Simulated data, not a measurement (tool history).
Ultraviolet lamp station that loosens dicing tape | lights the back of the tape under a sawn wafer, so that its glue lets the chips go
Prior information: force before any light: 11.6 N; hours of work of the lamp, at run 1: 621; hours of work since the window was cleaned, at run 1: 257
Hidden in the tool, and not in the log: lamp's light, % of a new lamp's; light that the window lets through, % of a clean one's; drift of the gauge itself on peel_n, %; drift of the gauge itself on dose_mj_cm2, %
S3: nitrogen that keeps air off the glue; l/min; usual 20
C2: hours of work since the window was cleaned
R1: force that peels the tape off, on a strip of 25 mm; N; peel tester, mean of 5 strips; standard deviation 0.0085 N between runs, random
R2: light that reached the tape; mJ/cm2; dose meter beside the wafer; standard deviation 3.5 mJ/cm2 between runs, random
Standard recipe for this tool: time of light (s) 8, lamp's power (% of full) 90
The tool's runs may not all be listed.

{"run": 1, "hour": 0.0, "time of light (s)": 8, "lamp's power (% of full)": 90, "S3": 20, "hours of work of the lamp": 621, "C2": 257, "R1": 0.569, "R2": 462}
{"run": 2, "hour": 60.6, "time of light (s)": 8, "lamp's power (% of full)": 90, "S3": 20, "hours of work of the lamp": 661, "C2": 297, "R1": 0.592, "R2": 454}
{"run": 3, "hour": 111.4, "time of light (s)": 8, "lamp's power (% of full)": 90, "S3": 20, "hours of work of the lamp": 694, "C2": 330, "R1": 0.61, "R2": 444}
{"run": 4, "hour": 145.0, "time of light (s)": 5, "lamp's power (% of full)": 90, "S3": 20, "hours of work of the lamp": 716, "C2": 352, "R1": 1.75, "R2": 279}
{"run": 5, "hour": 188.6, "time of light (s)": 5, "lamp's power (% of full)": 90, "S3": 20, "hours of work of the lamp": 745, "C2": 381, "R1": 1.82, "R2": 272}
{"run": 6, "hour": 235.1, "time of light (s)": 5, "lamp's power (% of full)": 90, "S3": 20, "hours of work of the lamp": 776, "C2": 412, "R1": 1.815, "R2": 273}
{"run": 7, "hour": 264.7, "time of light (s)": 8, "lamp's power (% of full)": 90, "S3": 20, "hours of work of the lamp": 795, "C2": 431, "R1": 0.7, "R2": 423}
{"run": 8, "hour": 320.1, "time of light (s)": 8, "lamp's power (% of full)": 90, "S3": 20, "hours of work of the lamp": 832, "C2": 468, "R1": 0.755, "R2": 417}
{"run": 9, "hour": 377.9, "time of light (s)": 8, "lamp's power (% of full)": 90, "S3": 20, "hours of work of the lamp": 870, "C2": 506, "R1": 0.789, "R2": 406}
{"hour": 434.4, "done": "window cleaned of glue's vapour"}
{"run": 10, "hour": 444.5, "time of light (s)": 13, "lamp's power (% of full)": 90, "S3": 20, "hours of work of the lamp": 913, "C2": 7, "R1": 0.215, "R2": 737}
{"run": 11, "hour": 509.5, "time of light (s)": 13, "lamp's power (% of full)": 90, "S3": 20, "hours of work of the lamp": 956, "C2": 49, "R1": 0.212, "R2": 719}
{"run": 12, "hour": 547.1, "time of light (s)": 13, "lamp's power (% of full)": 90, "S3": 20, "hours of work of the lamp": 981, "C2": 74, "R1": 0.221, "R2": 705}
{"run": 13, "hour": 584.3, "time of light (s)": 13, "lamp's power (% of full)": 90, "S3": 20, "hours of work of the lamp": 1005, "C2": 99, "R1": 0.231, "R2": 703}
{"run": 14, "hour": 641.1, "time of light (s)": 13, "lamp's power (% of full)": 90, "S3": 20, "hours of work of the lamp": 1043, "C2": 136, "R1": 0.239, "R2": 688}
{"run": 15, "hour": 684.1, "time of light (s)": 11, "lamp's power (% of full)": 89, "S3": 20, "hours of work of the lamp": 1071, "C2": 164, "R1": 0.346, "R2": 568}
{"run": 16, "hour": 724.8, "time of light (s)": 6, "lamp's power (% of full)": 81, "S3": 6, "hours of work of the lamp": 1098, "C2": 191, "R1": 2.655, "R2": 277}
{"run": 17, "hour": 773.4, "time of light (s)": 6, "lamp's power (% of full)": 83, "S3": 25, "hours of work of the lamp": 1130, "C2": 223, "R1": 1.58, "R2": 277}
{"run": 18, "hour": 810.2, "time of light (s)": 6, "lamp's power (% of full)": 92, "S3": 6, "hours of work of the lamp": 1154, "C2": 247, "R1": 2.282, "R2": 302}
{"run": 19, "hour": 867.0, "time of light (s)": 6, "lamp's power (% of full)": 92, "S3": 6, "hours of work of the lamp": 1191, "C2": 285, "R1": 2.431, "R2": 301}
{"run": 20, "hour": 912.4, "time of light (s)": 6, "lamp's power (% of full)": 92, "S3": 6, "hours of work of the lamp": 1221, "C2": 315, "R1": 2.479, "R2": 289}
{"run": 21, "hour": 943.6, "time of light (s)": 6, "lamp's power (% of full)": 74, "S3": 6, "hours of work of the lamp": 1242, "C2": 335, "R1": 3.48, "R2": 234}
{"hour": 974.9, "done": "lamp changed"}
{"run": 22, "hour": 1014.8, "time of light (s)": 5, "lamp's power (% of full)": 72, "S3": 23, "hours of work of the lamp": 26, "C2": 381, "R1": 1.932, "R2": 252}
{"run": 23, "hour": 1048.5, "time of light (s)": 8, "lamp's power (% of full)": 61, "S3": 23, "hours of work of the lamp": 48, "C2": 403, "R1": 1.08, "R2": 338}
{"run": 24, "hour": 1078.8, "time of light (s)": 8, "lamp's power (% of full)": 61, "S3": 23, "hours of work of the lamp": 68, "C2": 423, "R1": 1.115, "R2": 334}
{"run": 25, "hour": 1138.0, "time of light (s)": 13, "lamp's power (% of full)": 95, "S3": 13, "hours of work of the lamp": 107, "C2": 462, "R1": 0.196, "R2": 834}
{"run": 26, "hour": 1207.1, "time of light (s)": 13, "lamp's power (% of full)": 95, "S3": 13, "hours of work of the lamp": 153, "C2": 508, "R1": 0.208, "R2": 821}

Each row is a separate what-if for the run after 26, all from the same tool condition, not one after another. Results?
{"run": "A", "hour": 1248.4, "time of light (s)": 13, "lamp's power (% of full)": 70, "S3": 13, "hours of work of the lamp": 180, "C2": 535, "R1": "?", "R2": "?"}
{"run": "B", "hour": 1248.4, "time of light (s)": 4, "lamp's power (% of full)": 90, "S3": 12, "hours of work of the lamp": 180, "C2": 535, "R1": "?", "R2": "?"}
{"run": "C", "hour": 1248.4, "time of light (s)": 13, "lamp's power (% of full)": 95, "S3": 30, "hours of work of the lamp": 180, "C2": 535, "R1": "?", "R2": "?"}
{"run": "D", "hour": 1248.4, "time of light (s)": 6, "lamp's power (% of full)": 90, "S3": 20, "hours of work of the lamp": 180, "C2": 535, "R1": "?", "R2": "?"}
{"run": "E", "hour": 1248.4, "time of light (s)": 8, "lamp's power (% of full)": 75, "S3": 20, "hours of work of the lamp": 180, "C2": 535, "R1": "?", "R2": "?"}

run=A R1=0.39 R2=598
run=B R1=2.735 R2=235
run=C R1=0.166 R2=801
run=D R1=1.083 R2=353
run=E R1=0.854 R2=388
Without the tool's hidden state the same runs would have given:
run=A R1=0.257 R2=725
run=B R1=2.028 R2=284
run=C R1=0.147 R2=971
run=D R1=0.697 R2=428
run=E R1=0.539 R2=470
